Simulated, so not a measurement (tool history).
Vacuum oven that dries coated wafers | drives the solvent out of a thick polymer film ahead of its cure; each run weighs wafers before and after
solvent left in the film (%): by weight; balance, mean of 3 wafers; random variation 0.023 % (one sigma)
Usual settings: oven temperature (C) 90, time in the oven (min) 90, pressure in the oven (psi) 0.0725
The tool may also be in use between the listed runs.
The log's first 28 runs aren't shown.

run   hour  oven temperature (C)  time in the oven (min)  pressure in the oven (psi)  solvent left in the film (%)
 29  470.6                    86                      90                      0.0725                          1.29
 30  490.3                    86                      90                      0.0725                          1.21
 31  507.9                    83                     109                      0.0725                          1.16
 32  530.5                    83                      76                      0.0725                          2.26
 33  545.5                    83                      76                      0.0725                          2.31
 34  559.4                    97                      90                      0.0605                          0.39
 35  569.9                    97                      90                      0.0605                          0.30
 36  589.9                    88                      79                      0.0363                          1.30
 37  605.6                    88                      79                      0.0363                          1.28
 38  624.6                    99                      70                      0.1436                          0.57
 39  639.8                    76                     136                      0.1297                          1.82
 40  655.1                    76                     147                      0.0569                          1.40
 41  669.1                    90                      57                      0.0569                          2.02
 42  691.0                    90                      46                      0.1239                          2.87
 43  705.1                    90                      67                      0.0725                          1.51
 44  720.8                    98                     121                      0.0725                          0.18
 45  740.7                    98                     121                      0.0725                          0.15
 46  760.1                    82                      90                      0.0725                          1.91
 47  769.9                    82                     112                      0.1767                          1.57

3 ways to go on from here, each from the tool as it stands after run 47. What would each give?
  A  788.2                    82                     112                      0.0429                             ?
  B  788.2                   102                     153                      0.0725                             ?
  C  788.2                    87                      48                      0.1767                             ?

run  solvent left in the film (%)
  A                          1.22
  B                          0.14
  C                          3.49
Without the tool's hidden state the same runs would have given:
run  solvent left in the film (%)
  A                          1.06
  B                          0.10
  C                          3.30

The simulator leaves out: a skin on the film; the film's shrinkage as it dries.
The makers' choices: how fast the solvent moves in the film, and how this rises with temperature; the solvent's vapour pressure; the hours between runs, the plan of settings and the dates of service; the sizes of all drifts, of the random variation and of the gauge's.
